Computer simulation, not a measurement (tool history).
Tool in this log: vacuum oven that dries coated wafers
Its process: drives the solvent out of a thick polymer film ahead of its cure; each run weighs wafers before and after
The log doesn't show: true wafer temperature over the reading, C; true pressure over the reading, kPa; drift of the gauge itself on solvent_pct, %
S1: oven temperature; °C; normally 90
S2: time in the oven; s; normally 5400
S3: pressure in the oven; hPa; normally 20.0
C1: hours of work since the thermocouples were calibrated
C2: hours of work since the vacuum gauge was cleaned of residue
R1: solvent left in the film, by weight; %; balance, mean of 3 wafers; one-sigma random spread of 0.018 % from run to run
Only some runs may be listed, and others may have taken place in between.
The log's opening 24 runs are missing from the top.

run,hour,S1,S2,S3,C1,C2,R1
25,720.0,90,5400,20.0,597,511,0.95
26,747.8,90,5400,20.0,611,525,0.99
27,785.7,90,5400,36.3,630,545,1.38
28,807.7,90,5400,36.3,641,556,1.35
29,837.4,95,6240,36.3,656,571,0.88
30,878.8,90,5400,20.0,677,592,0.97
31,917.5,90,5400,20.0,697,611,0.93
32,936.7,94,3360,10.3,706,621,0.97
33,956.2,77,5400,32.1,716,631,4.62
34,989.2,77,5400,32.1,733,647,4.68
35,1029.1,77,5400,32.1,753,667,4.66
36,1068.9,90,9000,20.0,773,688,0.62
37,1098.0,95,4080,38.7,788,702,1.18
38,1119.3,98,6240,64.8,799,713,1.30
39,1143.0,87,5400,10.1,811,725,1.09
40,1179.0,101,7740,18.9,829,743,0.37
41,1207.3,101,7740,18.9,843,757,0.40
42,1245.0,101,5820,10.3,862,777,0.28
43,1263.7,101,5820,10.3,872,786,0.22
44,1299.2,104,7920,34.0,889,804,0.56
45,1335.7,104,4980,20.8,908,822,0.37
46,1359.8,104,4980,20.8,920,834,0.35
47,1391.0,89,4080,14.1,936,850,1.48

What if the next run were any one of these 4? Each begins from the tool's condition after run 47:
A,1421.9,89,4080,12.6,951,866,?
B,1421.9,83,3660,76.9,951,866,?
C,1421.9,90,5460,20.0,951,866,?
D,1421.9,90,3840,14.0,951,866,?

run,R1
A,1.50
B,5.30
C,0.92
D,1.42
Had the tool no hidden state, the same runs would have come out as:
run,R1
A,1.73
B,5.77
C,1.00
D,1.65

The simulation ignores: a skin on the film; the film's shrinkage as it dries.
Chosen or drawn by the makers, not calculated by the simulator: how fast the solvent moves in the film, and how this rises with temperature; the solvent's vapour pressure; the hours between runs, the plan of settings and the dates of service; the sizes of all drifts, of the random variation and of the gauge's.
